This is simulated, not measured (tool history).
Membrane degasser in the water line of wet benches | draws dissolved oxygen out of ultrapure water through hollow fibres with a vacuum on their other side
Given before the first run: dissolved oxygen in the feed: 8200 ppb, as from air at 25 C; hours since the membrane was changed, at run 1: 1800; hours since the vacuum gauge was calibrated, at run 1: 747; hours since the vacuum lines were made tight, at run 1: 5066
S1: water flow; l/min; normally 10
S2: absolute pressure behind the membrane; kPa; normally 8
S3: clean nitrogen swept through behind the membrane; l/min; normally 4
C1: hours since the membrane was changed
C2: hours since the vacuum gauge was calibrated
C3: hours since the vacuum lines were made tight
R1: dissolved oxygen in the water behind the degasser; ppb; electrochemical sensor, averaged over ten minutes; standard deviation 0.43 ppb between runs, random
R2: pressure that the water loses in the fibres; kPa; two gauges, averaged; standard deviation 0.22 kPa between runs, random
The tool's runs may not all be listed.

{"run": 1, "hour": 0.0, "S1": 10, "S2": 8, "S3": 4, "C1": 1800, "C2": 747, "C3": 5066, "R1": 31.1, "R2": 52.08}
{"run": 2, "hour": 114.1, "S1": 10, "S2": 11.84, "S3": 4, "C1": 1914, "C2": 861, "C3": 5180, "R1": 55.6, "R2": 52.43}
{"run": 3, "hour": 218.0, "S1": 10, "S2": 11.84, "S3": 4, "C1": 2018, "C2": 965, "C3": 5284, "R1": 55.1, "R2": 52.58}
{"run": 4, "hour": 308.8, "S1": 10, "S2": 11.84, "S3": 4, "C1": 2109, "C2": 1056, "C3": 5374, "R1": 55.2, "R2": 52.39}
{"run": 5, "hour": 377.3, "S1": 10, "S2": 11.84, "S3": 4, "C1": 2177, "C2": 1125, "C3": 5443, "R1": 54.8, "R2": 51.81}
{"run": 6, "hour": 495.4, "S1": 10, "S2": 11.84, "S3": 4, "C1": 2295, "C2": 1243, "C3": 5561, "R1": 53.3, "R2": 52.45}
{"run": 7, "hour": 550.7, "S1": 10, "S2": 11.84, "S3": 4, "C1": 2350, "C2": 1298, "C3": 5616, "R1": 55.6, "R2": 52.49}
{"run": 8, "hour": 604.2, "S1": 10, "S2": 11.84, "S3": 4, "C1": 2404, "C2": 1351, "C3": 5670, "R1": 56.1, "R2": 52.65}
{"run": 9, "hour": 676.6, "S1": 10, "S2": 16.83, "S3": 4, "C1": 2476, "C2": 1424, "C3": 5742, "R1": 85.7, "R2": 52.9}
{"run": 10, "hour": 771.4, "S1": 10, "S2": 16.83, "S3": 4, "C1": 2571, "C2": 1519, "C3": 5837, "R1": 84.1, "R2": 52.68}
{"run": 11, "hour": 871.6, "S1": 10, "S2": 16.83, "S3": 4, "C1": 2671, "C2": 1619, "C3": 5937, "R1": 85.5, "R2": 52.67}
{"run": 12, "hour": 968.7, "S1": 10, "S2": 16.83, "S3": 4, "C1": 2768, "C2": 1716, "C3": 6034, "R1": 88.1, "R2": 52.76}
{"run": 13, "hour": 1048.4, "S1": 10, "S2": 16.83, "S3": 4, "C1": 2848, "C2": 1796, "C3": 6114, "R1": 85.8, "R2": 53.01}
{"run": 14, "hour": 1169.8, "S1": 12, "S2": 8, "S3": 4, "C1": 2969, "C2": 1917, "C3": 6235, "R1": 38.6, "R2": 63.45}
{"run": 15, "hour": 1257.3, "S1": 12, "S2": 8, "S3": 4, "C1": 3057, "C2": 2005, "C3": 6323, "R1": 39.2, "R2": 63.41}
{"run": 16, "hour": 1345.2, "S1": 10, "S2": 12.3, "S3": 4, "C1": 3145, "C2": 2092, "C3": 6411, "R1": 58.1, "R2": 53.39}
{"run": 17, "hour": 1451.7, "S1": 12, "S2": 5.64, "S3": 1.81, "C1": 3251, "C2": 2199, "C3": 6517, "R1": 42.9, "R2": 63.26}
{"run": 18, "hour": 1528.6, "S1": 9, "S2": 10.72, "S3": 8.21, "C1": 3328, "C2": 2276, "C3": 6594, "R1": 22.4, "R2": 47.8}
{"run": 19, "hour": 1601.5, "S1": 9, "S2": 10.72, "S3": 8.21, "C1": 3401, "C2": 2349, "C3": 6667, "R1": 22, "R2": 47.52}
{"run": 20, "hour": 1723.5, "S1": 10, "S2": 19.57, "S3": 3.25, "C1": 3523, "C2": 2471, "C3": 6789, "R1": 123.9, "R2": 53.05}
{"run": 21, "hour": 1819.9, "S1": 10, "S2": 19.57, "S3": 3.25, "C1": 3620, "C2": 2567, "C3": 6886, "R1": 124.3, "R2": 53.43}
{"run": 22, "hour": 1914.7, "S1": 10, "S2": 10.25, "S3": 2.73, "C1": 3714, "C2": 2662, "C3": 6980, "R1": 66.4, "R2": 53.33}
{"run": 23, "hour": 1999.9, "S1": 7, "S2": 7.9, "S3": 2.73, "C1": 3800, "C2": 2747, "C3": 7066, "R1": 30.7, "R2": 37.12}
{"run": 24, "hour": 2068.0, "S1": 7, "S2": 7.9, "S3": 2.73, "C1": 3868, "C2": 2815, "C3": 7134, "R1": 29.8, "R2": 37.45}
{"run": 25, "hour": 2117.3, "S1": 7, "S2": 7.9, "S3": 2.73, "C1": 3917, "C2": 2864, "C3": 7183, "R1": 30.1, "R2": 37.28}
{"hour": 2136.1, "done": "seals of the vacuum lines changed"}
{"run": 26, "hour": 2188.3, "S1": 10, "S2": 18.75, "S3": 2.03, "C1": 3986, "C2": 2934, "C3": 52, "R1": 190.2, "R2": 53.65}
{"run": 27, "hour": 2259.2, "S1": 10, "S2": 5.01, "S3": 2.76, "C1": 4057, "C2": 3004, "C3": 123, "R1": 18.2, "R2": 53.7}
{"hour": 2347.5, "done": "gauge calibrated"}
{"run": 28, "hour": 2375.5, "S1": 10, "S2": 5.01, "S3": 2.76, "C1": 4173, "C2": 3121, "C3": 239, "R1": 17.7, "R2": 52.17}
{"run": 29, "hour": 2430.8, "S1": 11, "S2": 14, "S3": 9.25, "C1": 4229, "C2": 3176, "C3": 295, "R1": 34.8, "R2": 57.56}
{"run": 30, "hour": 2538.2, "S1": 11, "S2": 14, "S3": 7.13, "C1": 4336, "C2": 3283, "C3": 402, "R1": 44.3, "R2": 57.72}
{"run": 31, "hour": 2637.7, "S1": 10, "S2": 5.44, "S3": 3.55, "C1": 4435, "C2": 3383, "C3": 502, "R1": 17.3, "R2": 52.68}
{"run": 32, "hour": 2733.5, "S1": 10, "S2": 5.44, "S3": 8.52, "C1": 4531, "C2": 3479, "C3": 597, "R1": 8.1, "R2": 52.15}

Same runs, no hidden state in the tool, same run-to-run variation:
Hidden state at play: membrane still open, %; true pressure behind the membrane over the reading, kPa; air that leaks in behind the membrane, l/min; drift of the gauge itself on oxygen_ppb, %; drift of the gauge itself on loss_of_pressure_kpa, %.
run=1 R2=52.06
run=2 R2=52.34
run=3 R2=52.42
run=4 R2=52.18
run=5 R2=51.55
run=6 R2=52.11
run=7 R2=52.11
run=8 R2=52.23
run=9 R2=52.43
run=10 R2=52.16
run=11 R2=52.07
run=12 R2=52.11
run=13 R2=52.3
run=14 R2=62.51
run=15 R2=62.4
run=16 R2=52.48
run=17 R2=62.09
run=18 R2=46.87
run=19 R2=46.56
run=20 R2=51.9
run=21 R2=52.21
run=22 R2=52.05
run=23 R2=36.18
run=24 R2=36.49
run=25 R2=36.3
run=26 R2=52.19
run=27 R2=52.19
run=28 R2=52.11
run=29 R2=57.47
run=30 R2=57.54
run=31 R2=52.45
run=32 R2=51.86
R1: within 0.2 ppb of the measured result in every run.
